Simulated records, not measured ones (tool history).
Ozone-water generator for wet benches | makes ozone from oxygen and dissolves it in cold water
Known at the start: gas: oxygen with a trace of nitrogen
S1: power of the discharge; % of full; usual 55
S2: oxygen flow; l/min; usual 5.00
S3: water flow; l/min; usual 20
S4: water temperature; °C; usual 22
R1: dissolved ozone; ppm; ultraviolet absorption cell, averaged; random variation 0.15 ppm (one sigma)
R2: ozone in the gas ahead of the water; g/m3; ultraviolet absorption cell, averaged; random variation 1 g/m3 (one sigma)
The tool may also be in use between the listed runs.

run 1 hour=0.0 | S1=55 S2=5.00 S3=20 S4=22 | R1=19.6 R2=182.2
run 2 hour=43.1 | S1=55 S2=5.00 S3=20 S4=16 | R1=21.2 R2=182.2
run 3 hour=91.1 | S1=55 S2=5.00 S3=20 S4=16 | R1=20.8 R2=182.9
run 4 hour=150.1 | S1=55 S2=5.00 S3=20 S4=26 | R1=18.3 R2=184.1
run 5 hour=213.3 | S1=55 S2=5.00 S3=20 S4=26 | R1=18.3 R2=182.1
run 6 hour=269.4 | S1=55 S2=5.00 S3=20 S4=26 | R1=18.4 R2=182.0
run 7 hour=310.0 | S1=55 S2=5.00 S3=20 S4=22 | R1=19.4 R2=183.7
run 8 hour=379.4 | S1=55 S2=5.00 S3=20 S4=22 | R1=19.7 R2=182.8
run 9 hour=444.6 | S1=55 S2=5.00 S3=20 S4=23 | R1=19.3 R2=182.6
run 10 hour=490.6 | S1=40 S2=5.00 S3=20 S4=23 | R1=16.2 R2=155.4
run 11 hour=533.5 | S1=40 S2=5.00 S3=19 S4=23 | R1=16.8 R2=155.8
run 12 hour=589.3 | S1=55 S2=3.58 S3=20 S4=22 | R1=18.4 R2=209.2
run 13 hour=652.8 | S1=55 S2=3.58 S3=20 S4=22 | R1=18.2 R2=209.2
run 14 hour=695.0 | S1=55 S2=5.00 S3=20 S4=22 | R1=19.3 R2=184.1
run 15 hour=738.9 | S1=55 S2=5.00 S3=20 S4=22 | R1=19.5 R2=185.0
run 16 hour=784.8 | S1=55 S2=5.00 S3=19 S4=22 | R1=20.3 R2=185.2
run 17 hour=820.9 | S1=55 S2=8.09 S3=20 S4=22 | R1=20.2 R2=154.8
run 18 hour=894.1 | S1=64 S2=6.41 S3=20 S4=22 | R1=21.8 R2=182.2
run 19 hour=974.6 | S1=64 S2=6.41 S3=20 S4=22 | R1=21.8 R2=181.0
run 20 hour=1013.5 | S1=55 S2=5.00 S3=20 S4=18 | R1=20.7 R2=185.2
run 21 hour=1087.7 | S1=55 S2=5.00 S3=20 S4=18 | R1=20.6 R2=184.7
-- hour=1128.9 water thermometer calibrated
run 22 hour=1139.7 | S1=60 S2=5.00 S3=23 S4=19 | R1=18.9 R2=194.9
run 23 hour=1201.7 | S1=41 S2=7.21 S3=20 S4=22 | R1=17.3 R2=138.1
run 24 hour=1236.7 | S1=41 S2=7.21 S3=20 S4=22 | R1=17.4 R2=140.0
-- hour=1280.9 gauge calibrated
run 25 hour=1297.4 | S1=77 S2=3.18 S3=27 S4=15 | R1=16.8 R2=259.0
run 26 hour=1371.0 | S1=48 S2=5.65 S3=29 S4=16 | R1=14.4 R2=162.5
run 27 hour=1440.2 | S1=48 S2=3.76 S3=22 S4=16 | R1=17.0 R2=189.7
run 28 hour=1503.6 | S1=51 S2=5.00 S3=21 S4=23 | R1=18.1 R2=176.0
run 29 hour=1561.4 | S1=52 S2=3.66 S3=21 S4=20 | R1=17.5 R2=200.5
run 30 hour=1627.2 | S1=52 S2=3.66 S3=21 S4=20 | R1=17.5 R2=200.1
run 31 hour=1677.8 | S1=50 S2=5.00 S3=20 S4=22 | R1=18.3 R2=173.2
run 32 hour=1729.3 | S1=64 S2=5.00 S3=20 S4=22 | R1=21.1 R2=199.8
run 33 hour=1773.0 | S1=64 S2=5.00 S3=20 S4=22 | R1=21.1 R2=198.8
run 34 hour=1839.1 | S1=64 S2=5.00 S3=20 S4=22 | R1=21.1 R2=198.3

3 options for the next run, each taken on its own from the tool as it stands now. Forecast them:
run A hour=1891.5 | S1=55 S2=3.07 S3=20 S4=20 | R1=? R2=?
run B hour=1891.5 | S1=42 S2=5.00 S3=20 S4=21 | R1=? R2=?
run C hour=1891.5 | S1=80 S2=5.00 S3=18 S4=22 | R1=? R2=?

run=A R1=18.1 R2=220.1
run=B R1=17.3 R2=158.6
run=C R1=25.9 R2=224.3
With the hidden condition removed and each run's random variation left untouched, the same runs would have given:
run=A R1=18.1 R2=217.2
run=B R1=17.3 R2=156.5
run=C R1=25.9 R2=221.4
